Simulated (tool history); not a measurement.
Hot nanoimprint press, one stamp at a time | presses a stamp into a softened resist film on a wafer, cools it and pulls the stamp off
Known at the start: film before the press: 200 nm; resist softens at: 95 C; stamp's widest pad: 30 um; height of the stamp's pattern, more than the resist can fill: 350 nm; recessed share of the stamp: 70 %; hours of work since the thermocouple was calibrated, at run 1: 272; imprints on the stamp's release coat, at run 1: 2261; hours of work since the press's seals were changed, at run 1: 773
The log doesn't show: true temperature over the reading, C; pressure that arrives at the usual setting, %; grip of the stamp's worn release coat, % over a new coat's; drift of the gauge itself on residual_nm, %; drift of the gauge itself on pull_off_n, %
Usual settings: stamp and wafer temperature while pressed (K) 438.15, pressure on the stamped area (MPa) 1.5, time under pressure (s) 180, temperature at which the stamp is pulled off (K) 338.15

| run | day | stamp and wafer temperature while pressed (K) | pressure on the stamped area (MPa) | time under pressure (s) | temperature at which the stamp is pulled off (K) | hours of work since the thermocouple was calibrated | imprints on the stamp's release coat | hours of work since the press's seals were changed | resist left under the stamp's widest pad (nm) | greatest force while the stamp is pulled off (N) |
|---|---|---|---|---|---|---|---|---|---|---|
| 1 | 0 | 438.15 | 1.5 | 180 | 338.15 | 272 | 2261 | 773 | 100.6 | 190 |
|  | 2.271 | stamp cleaned and given a new release coat |
| 2 | 2.433 | 438.15 | 1.5 | 180 | 338.15 | 295 | 11 | 796 | 101 | 182 |
| 3 | 3.779 | 438.15 | 1.5 | 180 | 338.15 | 310 | 98 | 811 | 99.6 | 182 |
| 4 | 6.288 | 438.15 | 1.5 | 295 | 338.15 | 337 | 262 | 838 | 83.9 | 190 |
|  | 8.117 | press's hydraulic seals changed and the load cell set to zero |
| 5 | 9.042 | 438.15 | 1.5 | 295 | 338.15 | 363 | 419 | 10 | 83.4 | 187 |
| 6 | 12.25 | 438.15 | 1.5 | 180 | 338.15 | 398 | 628 | 45 | 99.4 | 186 |
| 7 | 13.738 | 438.15 | 1.5 | 180 | 338.15 | 414 | 725 | 61 | 99.2 | 200 |
| 8 | 15.783 | 443.15 | 1.5 | 180 | 338.15 | 436 | 858 | 83 | 85.7 | 196 |
|  | 16.125 | plate thermocouple calibrated |
| 9 | 18.525 | 443.15 | 1.5 | 180 | 338.15 | 26 | 1029 | 111 | 85.9 | 185 |
| 10 | 21.492 | 438.15 | 1.5 | 180 | 338.15 | 58 | 1222 | 143 | 98.8 | 190 |
| 11 | 23.717 | 447.15 | 1.5 | 180 | 338.15 | 82 | 1367 | 167 | 76.7 | 186 |
| 12 | 26.054 | 438.15 | 1.5 | 180 | 327.15 | 107 | 1519 | 192 | 98.6 | 232 |
| 13 | 29.225 | 438.15 | 2.36 | 349 | 325.15 | 141 | 1726 | 226 | 61.2 | 217 |
| 14 | 31.958 | 438.15 | 1.06 | 126 | 325.15 | 171 | 1903 | 256 | 126.7 | 230 |
|  | 32.508 | gauge calibrated |
| 15 | 35.021 | 438.15 | 1.87 | 126 | 329.15 | 204 | 2103 | 289 | 101.4 | 216 |
| 16 | 37.867 | 438.15 | 1.78 | 126 | 344.15 | 235 | 2288 | 320 | 103.4 | 169 |
|  | 39.729 | stamp cleaned and given a new release coat |
| 17 | 40.029 | 438.15 | 1.5 | 257 | 343.15 | 255 | 20 | 340 | 88.7 | 170 |
| 18 | 43.025 | 443.15 | 1.5 | 312 | 336.15 | 287 | 215 | 373 | 69.9 | 194 |
| 19 | 44.829 | 443.15 | 1.5 | 312 | 336.15 | 307 | 332 | 392 | 70.5 | 193 |
| 20 | 46.496 | 438.15 | 1.69 | 247 | 338.15 | 325 | 441 | 410 | 83.8 | 188 |
| 21 | 49.375 | 438.15 | 1.69 | 247 | 338.15 | 356 | 628 | 441 | 83.3 | 184 |
| 22 | 51.554 | 434.15 | 1.69 | 155 | 338.15 | 380 | 770 | 465 | 109 | 185 |
| 23 | 53.604 | 438.15 | 1.01 | 335 | 338.15 | 402 | 904 | 487 | 96.5 | 188 |

Forecast each of these 3 alternatives for the next run:
| A | 55.267 | 436.15 | 1.5 | 115 | 331.15 | 420 | 1012 | 505 | ? | ? |
| B | 55.267 | 430.15 | 1.01 | 184 | 328.15 | 420 | 1012 | 505 | ? | ? |
| C | 55.267 | 438.15 | 1.01 | 335 | 338.15 | 420 | 1012 | 505 | ? | ? |

| run | resist left under the stamp's widest pad (nm) | greatest force while the stamp is pulled off (N) |
|---|---|---|
| A | 119.4 | 210 |
| B | 140.2 | 221 |
| C | 96.2 | 194 |
Without the tool's hidden state the same runs would have given:
| run | resist left under the stamp's widest pad (nm) | greatest force while the stamp is pulled off (N) |
|---|---|---|
| A | 121.9 | 209 |
| B | 143.2 | 220 |
| C | 98.2 | 193 |
